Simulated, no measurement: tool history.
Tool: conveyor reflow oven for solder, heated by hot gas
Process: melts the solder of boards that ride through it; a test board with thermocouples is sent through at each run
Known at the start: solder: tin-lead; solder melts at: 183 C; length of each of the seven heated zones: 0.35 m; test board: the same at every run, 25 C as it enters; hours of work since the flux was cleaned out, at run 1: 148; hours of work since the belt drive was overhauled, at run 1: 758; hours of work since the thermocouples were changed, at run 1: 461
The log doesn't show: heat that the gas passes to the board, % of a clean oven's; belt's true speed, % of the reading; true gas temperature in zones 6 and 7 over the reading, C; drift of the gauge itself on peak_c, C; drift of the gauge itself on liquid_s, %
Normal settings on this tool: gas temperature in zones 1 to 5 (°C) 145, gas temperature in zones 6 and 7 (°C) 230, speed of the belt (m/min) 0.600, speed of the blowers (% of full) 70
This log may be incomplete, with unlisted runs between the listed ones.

run   hour  gas temperature in zones 1 to 5 (°C)  gas temperature in zones 6 and 7 (°C)  speed of the belt (m/min)  speed of the blowers (% of full)  hours of work since the flux was cleaned out  hours of work since the belt drive was overhauled  hours of work since the thermocouples were changed  highest temperature of the board (°C)  time above the solder's melting point (s)
  1    0.0                                   145                                    230                      0.600                                70                                           148                                                758                                                 461                                  211.5                                       49.8
  2   56.6                                   145                                    230                      0.600                                70                                           189                                                798                                                 501                                  211.5                                       49.0
  3  102.3                                   145                                    230                      0.720                                70                                           221                                                831                                                 534                                  203.8                                       33.9
  4  142.5                                   145                                    230                      0.720                                70                                           250                                                860                                                 562                                  203.8                                       33.0
     172.9  -- flux residue cleaned out of gas plates and filters
  5  180.8                                   145                                    237                      0.600                                70                                             6                                                883                                                 586                                  220.5                                       56.0
  6  204.3                                   145                                    237                      0.600                                70                                            22                                                900                                                 603                                  219.6                                       56.8
  7  239.2                                   145                                    237                      0.600                                70                                            47                                                925                                                 628                                  219.1                                       55.6
  8  280.8                                   151                                    238                      0.600                                70                                            77                                                955                                                 657                                  221.0                                       58.9
     332.0  -- thermocouples of zones 6 and 7 changed
  9  335.2                                   132                                    230                      0.600                                70                                           114                                                992                                                   2                                  207.3                                       43.0
 10  386.3                                   143                                    238                      0.512                                82                                           151                                               1029                                                  39                                  224.4                                       69.5
 11  414.1                                   143                                    238                      0.512                                82                                           171                                               1048                                                  59                                  223.9                                       69.4
 12  469.9                                   145                                    231                      0.668                                83                                           210                                               1088                                                  98                                  210.0                                       43.4

Branching from run 12: 3 alternative next runs. What would each branch give?
     480.0  -- belt drive overhauled, speed set with a stopwatch
  A  503.8                                   145                                    226                      0.668                                83                                           232                                                 17                                                 120                                      ?                                          ?
     480.0  -- belt drive overhauled, speed set with a stopwatch
  B  503.8                                   131                                    230                      0.579                                61                                           232                                                 17                                                 120                                      ?                                          ?
     480.0  -- belt drive overhauled, speed set with a stopwatch
  C  503.8                                   145                                    231                      0.531                                84                                           232                                                 17                                                 120                                      ?                                          ?

run  highest temperature of the board (°C)  time above the solder's melting point (s)
  A                                  205.4                                       39.5
  B                                  204.2                                       37.3
  C                                  216.2                                       61.0
Without the tool's hidden state the same runs would have given:
run  highest temperature of the board (°C)  time above the solder's melting point (s)
  A                                  208.5                                       43.1
  B                                  207.3                                       41.3
  C                                  218.7                                       63.5
